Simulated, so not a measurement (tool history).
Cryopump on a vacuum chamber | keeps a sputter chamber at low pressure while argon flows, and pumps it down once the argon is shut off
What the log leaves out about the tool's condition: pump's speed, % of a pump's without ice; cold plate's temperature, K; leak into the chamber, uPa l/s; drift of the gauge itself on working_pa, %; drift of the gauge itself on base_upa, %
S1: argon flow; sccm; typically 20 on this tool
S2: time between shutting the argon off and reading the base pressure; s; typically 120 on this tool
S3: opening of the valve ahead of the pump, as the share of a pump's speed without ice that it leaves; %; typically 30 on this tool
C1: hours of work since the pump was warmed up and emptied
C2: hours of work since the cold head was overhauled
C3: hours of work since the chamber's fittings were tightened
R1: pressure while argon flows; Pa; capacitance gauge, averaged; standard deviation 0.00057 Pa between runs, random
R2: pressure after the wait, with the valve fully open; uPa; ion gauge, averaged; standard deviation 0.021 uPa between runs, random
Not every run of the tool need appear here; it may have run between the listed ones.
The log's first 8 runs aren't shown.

run 9 hour=101.2 | S1=23 S2=120 S3=30 | C1=454 C2=454 C3=785 | R1=0.0835 R2=1.89
run 10 hour=117.4 | S1=23 S2=120 S3=50 | C1=463 C2=463 C3=794 | R1=0.0528 R2=1.93
run 11 hour=130.4 | S1=23 S2=120 S3=50 | C1=471 C2=471 C3=802 | R1=0.0536 R2=1.93
run 12 hour=141.7 | S1=23 S2=120 S3=50 | C1=478 C2=478 C3=809 | R1=0.0537 R2=1.97
run 13 hour=151.1 | S1=20 S2=120 S3=30 | C1=483 C2=483 C3=814 | R1=0.0734 R2=2.06
run 14 hour=159.5 | S1=20 S2=120 S3=30 | C1=488 C2=488 C3=819 | R1=0.0734 R2=1.96
run 15 hour=168.1 | S1=20 S2=120 S3=30 | C1=493 C2=493 C3=824 | R1=0.0740 R2=1.97
run 16 hour=186.2 | S1=11 S2=120 S3=30 | C1=504 C2=504 C3=835 | R1=0.0403 R2=2.04
run 17 hour=200.6 | S1=11 S2=120 S3=30 | C1=513 C2=513 C3=844 | R1=0.0405 R2=2.05
run 18 hour=217.4 | S1=11 S2=120 S3=30 | C1=523 C2=523 C3=854 | R1=0.0407 R2=2.15
run 19 hour=229.2 | S1=11 S2=120 S3=30 | C1=530 C2=530 C3=861 | R1=0.0404 R2=2.12
run 20 hour=240.4 | S1=11 S2=120 S3=30 | C1=536 C2=536 C3=867 | R1=0.0406 R2=2.13
run 21 hour=251.8 | S1=20 S2=254 S3=48 | C1=543 C2=543 C3=874 | R1=0.0499 R2=2.07
run 22 hour=266.5 | S1=20 S2=254 S3=48 | C1=552 C2=552 C3=883 | R1=0.0502 R2=2.12
run 23 hour=282.3 | S1=33 S2=120 S3=59 | C1=561 C2=561 C3=892 | R1=0.0698 R2=2.27
run 24 hour=291.1 | S1=33 S2=120 S3=59 | C1=566 C2=566 C3=897 | R1=0.0704 R2=2.31
run 25 hour=299.7 | S1=33 S2=120 S3=59 | C1=572 C2=572 C3=903 | R1=0.0701 R2=2.28
run 26 hour=308.7 | S1=20 S2=143 S3=18 | C1=577 C2=577 C3=908 | R1=0.1189 R2=2.31
run 27 hour=323.1 | S1=39 S2=120 S3=30 | C1=585 C2=585 C3=916 | R1=0.1465 R2=2.39
run 28 hour=335.1 | S1=11 S2=129 S3=26 | C1=593 C2=593 C3=924 | R1=0.0468 R2=2.42
-- hour=349.1 pump warmed up, emptied and cooled again
run 29 hour=358.0 | S1=11 S2=129 S3=26 | C1=5 C2=603 C3=934 | R1=0.0427 R2=1.72
run 30 hour=374.8 | S1=17 S2=120 S3=31 | C1=15 C2=613 C3=944 | R1=0.0551 R2=1.80
run 31 hour=385.8 | S1=11 S2=85 S3=30 | C1=22 C2=620 C3=951 | R1=0.0362 R2=1.86
run 32 hour=395.1 | S1=12 S2=57 S3=17 | C1=27 C2=625 C3=956 | R1=0.0708 R2=1.99
run 33 hour=406.2 | S1=12 S2=57 S3=17 | C1=34 C2=632 C3=963 | R1=0.0703 R2=1.98

Run 34, settings as shown, results not yet in. Your forecast:
run 34 hour=413.8 | S1=27 S2=66 S3=17 | C1=38 C2=636 C3=967 | R1=? R2=?

{"run 34": {"R1": 0.1587, "R2": 1.99}}
With no hidden state in the tool, this same run would have given R1 0.1578 Pa, R2 0.54 uPa.
